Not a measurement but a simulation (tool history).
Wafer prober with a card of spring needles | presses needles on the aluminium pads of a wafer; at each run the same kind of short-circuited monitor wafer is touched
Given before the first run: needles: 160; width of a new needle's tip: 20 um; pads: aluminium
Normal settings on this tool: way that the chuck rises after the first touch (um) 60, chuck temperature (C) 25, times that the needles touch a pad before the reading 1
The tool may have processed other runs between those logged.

run	hour	way that the chuck rises after the first touch (um)	chuck temperature (C)	times that the needles touch a pad before the reading	resistance of one needle with its contact and lead (mohm)	way that a needle slides on the pad (um)
1	0.0	60	25	1	161	7.86
# hour 9.8: tips cleaned on abrasive film
# hour 21.2: tips cleaned on abrasive film
# hour 30.8: height of the first contact set anew
# hour 33.3: tips cleaned on abrasive film
2	35.8	60	25	1	164	8.10
# hour 44.6: tips cleaned on abrasive film
# hour 55.0: tips cleaned on abrasive film
3	55.0	60	25	1	157	8.13
# hour 65.3: tips cleaned on abrasive film
# hour 76.1: tips cleaned on abrasive film
# hour 85.9: tips cleaned on abrasive film
4	87.9	60	25	1	164	8.09
# hour 97.7: tips cleaned on abrasive film
5	104.6	60	25	1	176	8.07
# hour 109.5: tips cleaned on abrasive film
# hour 119.3: tips cleaned on abrasive film
# hour 129.2: tips cleaned on abrasive film
6	132.1	60	25	1	172	8.06
# hour 139.4: tips cleaned on abrasive film
# hour 150.8: tips cleaned on abrasive film
7	159.2	60	25	1	186	8.04
# hour 161.7: tips cleaned on abrasive film
# hour 173.2: tips cleaned on abrasive film
# hour 184.3: tips cleaned on abrasive film
8	186.3	60	25	1	166	8.02
# hour 194.8: tips cleaned on abrasive film
9	201.2	60	25	1	176	7.98
# hour 205.7: tips cleaned on abrasive film
# hour 216.8: tips cleaned on abrasive film
10	221.9	60	25	1	174	7.98
# hour 228.8: tips cleaned on abrasive film
# hour 239.7: tips cleaned on abrasive film
# hour 251.4: tips cleaned on abrasive film
11	252.7	60	25	1	167	7.96
# hour 262.5: tips cleaned on abrasive film
# hour 273.8: tips cleaned on abrasive film
12	282.0	60	25	1	184	7.95
# hour 284.0: tips cleaned on abrasive film
# hour 295.9: tips cleaned on abrasive film
# hour 306.5: tips cleaned on abrasive film
13	306.7	60	25	1	160	7.88
# hour 316.9: tips cleaned on abrasive film
14	321.9	64	25	1	172	8.43
# hour 326.8: tips cleaned on abrasive film
# hour 337.7: tips cleaned on abrasive film
15	338.7	64	25	1	162	8.44
# hour 349.2: tips cleaned on abrasive film
16	356.1	60	44	2	174	7.87
# hour 359.6: tips cleaned on abrasive film
# hour 370.7: tips cleaned on abrasive film
17	374.7	46	33	1	187	5.97
# hour 381.9: tips cleaned on abrasive film
# hour 392.3: tips cleaned on abrasive film
# hour 392.6: height of the first contact set anew
18	397.2	57	38	1	178	7.72
# hour 404.3: tips cleaned on abrasive film
19	413.9	57	38	2	181	7.70
# hour 416.4: tips cleaned on abrasive film
# hour 427.4: tips cleaned on abrasive film
# hour 439.4: tips cleaned on abrasive film
20	444.4	51	78	2	179	6.90
# hour 449.1: tips cleaned on abrasive film
# hour 459.5: tips cleaned on abrasive film
21	462.0	51	78	2	177	6.86
# hour 470.8: tips cleaned on abrasive film
# hour 481.2: tips cleaned on abrasive film
# hour 492.1: tips cleaned on abrasive film
22	497.4	51	53	1	187	6.82
# hour 502.3: tips cleaned on abrasive film
# hour 514.5: tips cleaned on abrasive film
# hour 524.7: tips cleaned on abrasive film
23	529.1	60	25	2	170	8.00
# hour 535.6: tips cleaned on abrasive film
# hour 546.7: tips cleaned on abrasive film
# hour 558.0: tips cleaned on abrasive film
24	563.7	60	30	3	166	7.99
# hour 567.8: tips cleaned on abrasive film
# hour 577.6: tips cleaned on abrasive film
# hour 588.4: tips cleaned on abrasive film
25	593.1	60	103	3	179	7.99

4 options for the next run, each taken on its own from the tool as it stands now. Forecast them:
# hour 599.7: tips cleaned on abrasive film
# hour 610.9: tips cleaned on abrasive film
A	617.2	46	67	2	?	?
# hour 599.7: tips cleaned on abrasive film
# hour 610.9: tips cleaned on abrasive film
B	617.2	60	88	2	?	?
# hour 599.7: tips cleaned on abrasive film
# hour 610.9: tips cleaned on abrasive film
C	617.2	60	25	2	?	?
# hour 599.7: tips cleaned on abrasive film
# hour 610.9: tips cleaned on abrasive film
D	617.2	43	25	2	?	?

run	resistance of one needle with its contact and lead (mohm)	way that a needle slides on the pad (um)
A	190	6.06
B	181	7.93
C	171	7.94
D	191	5.67
Without the tool's unlogged condition, the same runs would have read:
run	resistance of one needle with its contact and lead (mohm)	way that a needle slides on the pad (um)
A	167	6.23
B	167	8.11
C	156	8.12
D	163	5.85

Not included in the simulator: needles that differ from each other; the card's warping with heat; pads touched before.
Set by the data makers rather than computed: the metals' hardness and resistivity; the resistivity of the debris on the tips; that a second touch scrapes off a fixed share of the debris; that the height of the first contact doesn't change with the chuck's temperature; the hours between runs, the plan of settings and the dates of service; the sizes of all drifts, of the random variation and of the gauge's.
